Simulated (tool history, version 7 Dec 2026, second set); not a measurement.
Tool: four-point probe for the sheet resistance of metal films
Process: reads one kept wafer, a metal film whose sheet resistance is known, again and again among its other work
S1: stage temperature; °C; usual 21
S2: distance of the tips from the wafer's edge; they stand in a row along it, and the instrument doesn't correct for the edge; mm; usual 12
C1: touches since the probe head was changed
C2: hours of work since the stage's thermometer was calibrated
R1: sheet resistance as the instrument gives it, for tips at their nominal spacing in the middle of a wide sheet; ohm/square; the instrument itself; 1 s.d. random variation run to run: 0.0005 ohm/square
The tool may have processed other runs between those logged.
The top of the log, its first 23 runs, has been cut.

run 24 hour=425.8 | S1=21 S2=27 | C1=28440 C2=2166 | R1=2.473767
run 25 hour=447.2 | S1=21 S2=27 | C1=29285 C2=2179 | R1=2.473318
run 26 hour=463.7 | S1=21 S2=27 | C1=29937 C2=2190 | R1=2.473239
run 27 hour=481.8 | S1=21 S2=27 | C1=30653 C2=2202 | R1=2.473171
run 28 hour=494.8 | S1=20 S2=6 | C1=31166 C2=2210 | R1=2.506092
run 29 hour=508.9 | S1=24 S2=3 | C1=31722 C2=2219 | R1=2.619039
run 30 hour=526.3 | S1=24 S2=3 | C1=32409 C2=2230 | R1=2.618311
run 31 hour=546.5 | S1=24 S2=3 | C1=33205 C2=2243 | R1=2.618296

Each row is a separate what-if for the run after 31, all from the same tool condition, not one after another. Results?
run A hour=559.2 | S1=33 S2=12 | C1=33708 C2=2251 | R1=?
run B hour=559.2 | S1=20 S2=6 | C1=33708 C2=2251 | R1=?
run C hour=559.2 | S1=19 S2=35 | C1=33708 C2=2251 | R1=?

run=A R1=2.51183
run=B R1=2.505522
run=C R1=2.467353
With no hidden state in the tool, these same runs would have given:
run=A R1=2.508286
run=B R1=2.502211
run=C R1=2.464102
